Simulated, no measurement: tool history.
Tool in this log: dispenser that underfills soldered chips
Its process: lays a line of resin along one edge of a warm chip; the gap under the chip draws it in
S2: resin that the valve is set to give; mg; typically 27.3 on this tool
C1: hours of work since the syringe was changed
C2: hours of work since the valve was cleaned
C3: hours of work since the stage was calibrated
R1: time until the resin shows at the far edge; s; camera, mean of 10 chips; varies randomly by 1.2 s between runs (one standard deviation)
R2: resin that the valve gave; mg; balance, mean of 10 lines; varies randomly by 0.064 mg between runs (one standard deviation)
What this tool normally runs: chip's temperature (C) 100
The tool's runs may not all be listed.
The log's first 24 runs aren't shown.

-- hour=101.4 new syringe of resin
run 25 hour=102.9 | chip's_temperature_(C)=94 S2=31.2 | C1=1 C2=54 C3=186 | R1=147.9 R2=30.47
run 26 hour=106.1 | chip's_temperature_(C)=100 S2=31.5 | C1=3 C2=56 C3=188 | R1=141.6 R2=30.57
run 27 hour=110.6 | chip's_temperature_(C)=105 S2=26.5 | C1=6 C2=59 C3=191 | R1=149.7 R2=25.71
-- hour=114.2 new syringe of resin
run 28 hour=114.5 | chip's_temperature_(C)=96 S2=31.3 | C1=0 C2=62 C3=193 | R1=130.6 R2=30.23
run 29 hour=120.5 | chip's_temperature_(C)=96 S2=31.3 | C1=4 C2=66 C3=197 | R1=169.2 R2=30.25
run 30 hour=125.3 | chip's_temperature_(C)=109 S2=25.7 | C1=7 C2=69 C3=201 | R1=144.7 R2=24.76
-- hour=127.2 new syringe of resin
run 31 hour=128.9 | chip's_temperature_(C)=106 S2=28.5 | C1=1 C2=71 C3=203 | R1=108.6 R2=27.53
run 32 hour=134.4 | chip's_temperature_(C)=106 S2=28.5 | C1=5 C2=75 C3=206 | R1=134.9 R2=27.45
run 33 hour=138.5 | chip's_temperature_(C)=108 S2=30.3 | C1=8 C2=78 C3=209 | R1=145.7 R2=29.13
-- hour=140.2 new syringe of resin
run 34 hour=143.4 | chip's_temperature_(C)=93 S2=35.4 | C1=2 C2=81 C3=212 | R1=163.5 R2=33.89
run 35 hour=148.3 | chip's_temperature_(C)=90 S2=27.3 | C1=5 C2=84 C3=216 | R1=215.4 R2=26.16
run 36 hour=151.6 | chip's_temperature_(C)=90 S2=27.3 | C1=8 C2=86 C3=218 | R1=245.5 R2=26.09

Consider 3 possible next runs. They are alternatives, not a sequence: every one starts from the tool as it was left by run 36. What does each give?
-- hour=152.8 new syringe of resin
run A hour=157.3 | chip's_temperature_(C)=86 S2=32.9 | C1=3 C2=90 C3=222 | R1=? R2=?
-- hour=152.8 new syringe of resin
run B hour=157.3 | chip's_temperature_(C)=92 S2=31.9 | C1=3 C2=90 C3=222 | R1=? R2=?
-- hour=152.8 new syringe of resin
run C hour=157.3 | chip's_temperature_(C)=112 S2=34.5 | C1=3 C2=90 C3=222 | R1=? R2=?

run=A R1=200.9 R2=31.29
run=B R1=175 R2=30.38
run=C R1=102.6 R2=33.02
Without the tool's hidden state the same runs would have given:
run=A R1=167.3 R2=32.82
run=B R1=146 R2=31.86
run=C R1=86 R2=34.63
